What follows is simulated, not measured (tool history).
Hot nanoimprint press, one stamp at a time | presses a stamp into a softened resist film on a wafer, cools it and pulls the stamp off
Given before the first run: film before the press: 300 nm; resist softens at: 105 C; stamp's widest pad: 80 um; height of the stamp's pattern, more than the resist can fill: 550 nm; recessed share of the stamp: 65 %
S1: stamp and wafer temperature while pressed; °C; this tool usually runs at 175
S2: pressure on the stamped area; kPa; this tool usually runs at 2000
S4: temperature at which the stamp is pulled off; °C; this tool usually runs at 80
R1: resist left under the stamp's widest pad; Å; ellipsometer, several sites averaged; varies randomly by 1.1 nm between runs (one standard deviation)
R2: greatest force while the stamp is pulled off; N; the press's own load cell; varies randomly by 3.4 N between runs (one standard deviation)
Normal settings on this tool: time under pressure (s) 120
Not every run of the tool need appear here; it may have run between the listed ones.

{"run": 1, "day": 0.0, "S1": 175, "S2": 2000, "time under pressure (s)": 120, "S4": 80, "R1": 1716, "R2": 168}
{"run": 2, "day": 3.262, "S1": 175, "S2": 2000, "time under pressure (s)": 156, "S4": 80, "R1": 1565, "R2": 160}
{"run": 3, "day": 5.658, "S1": 175, "S2": 2000, "time under pressure (s)": 120, "S4": 80, "R1": 1699, "R2": 165}
{"run": 4, "day": 7.492, "S1": 175, "S2": 2000, "time under pressure (s)": 120, "S4": 80, "R1": 1702, "R2": 162}
{"run": 5, "day": 9.233, "S1": 175, "S2": 2000, "time under pressure (s)": 120, "S4": 80, "R1": 1716, "R2": 164}
{"run": 6, "day": 11.775, "S1": 175, "S2": 2000, "time under pressure (s)": 120, "S4": 80, "R1": 1696, "R2": 161}
{"day": 14.488, "done": "stamp cleaned and given a new release coat"}
{"run": 7, "day": 15.979, "S1": 175, "S2": 2000, "time under pressure (s)": 120, "S4": 80, "R1": 1687, "R2": 159}
{"run": 8, "day": 19.392, "S1": 175, "S2": 2000, "time under pressure (s)": 120, "S4": 80, "R1": 1701, "R2": 156}
{"run": 9, "day": 22.15, "S1": 175, "S2": 2000, "time under pressure (s)": 120, "S4": 80, "R1": 1704, "R2": 164}
{"run": 10, "day": 25.854, "S1": 175, "S2": 2000, "time under pressure (s)": 120, "S4": 80, "R1": 1703, "R2": 162}
{"run": 11, "day": 29.5, "S1": 175, "S2": 2000, "time under pressure (s)": 120, "S4": 79, "R1": 1714, "R2": 174}
{"day": 31.717, "done": "plate thermocouple calibrated"}
{"run": 12, "day": 33.654, "S1": 175, "S2": 2000, "time under pressure (s)": 120, "S4": 77, "R1": 1712, "R2": 170}
{"run": 13, "day": 35.35, "S1": 175, "S2": 2000, "time under pressure (s)": 120, "S4": 77, "R1": 1693, "R2": 176}
{"day": 37.454, "done": "stamp cleaned and given a new release coat"}
{"run": 14, "day": 37.454, "S1": 175, "S2": 2000, "time under pressure (s)": 120, "S4": 77, "R1": 1691, "R2": 167}
{"run": 15, "day": 40.562, "S1": 175, "S2": 2000, "time under pressure (s)": 120, "S4": 77, "R1": 1712, "R2": 172}
{"day": 42.325, "done": "press's hydraulic seals changed and the load cell set to zero"}
{"run": 16, "day": 43.538, "S1": 175, "S2": 2000, "time under pressure (s)": 120, "S4": 77, "R1": 1686, "R2": 173}
{"run": 17, "day": 46.142, "S1": 167, "S2": 2000, "time under pressure (s)": 138, "S4": 82, "R1": 2144, "R2": 155}
{"run": 18, "day": 48.221, "S1": 167, "S2": 2000, "time under pressure (s)": 138, "S4": 82, "R1": 2158, "R2": 153}
{"run": 19, "day": 50.546, "S1": 166, "S2": 1420, "time under pressure (s)": 167, "S4": 86, "R1": 2346, "R2": 136}
{"run": 20, "day": 52.267, "S1": 166, "S2": 1420, "time under pressure (s)": 167, "S4": 86, "R1": 2359, "R2": 135}
{"run": 21, "day": 54.375, "S1": 175, "S2": 2520, "time under pressure (s)": 120, "S4": 71, "R1": 1536, "R2": 204}
{"run": 22, "day": 56.217, "S1": 175, "S2": 2520, "time under pressure (s)": 120, "S4": 71, "R1": 1527, "R2": 196}
{"run": 23, "day": 58.321, "S1": 166, "S2": 2730, "time under pressure (s)": 120, "S4": 80, "R1": 2056, "R2": 162}

Estimate the outcome of run 24 from the log above:
{"day": 60.733, "done": "stamp cleaned and given a new release coat"}
{"run": 24, "day": 60.942, "S1": 166, "S2": 2730, "time under pressure (s)": 120, "S4": 80, "R1": "?", "R2": "?"}

Run 24 produced R1 2032 Å, R2 163 N.
With no hidden state in the tool, this same run would have given R1 2028 Å, R2 162 N.

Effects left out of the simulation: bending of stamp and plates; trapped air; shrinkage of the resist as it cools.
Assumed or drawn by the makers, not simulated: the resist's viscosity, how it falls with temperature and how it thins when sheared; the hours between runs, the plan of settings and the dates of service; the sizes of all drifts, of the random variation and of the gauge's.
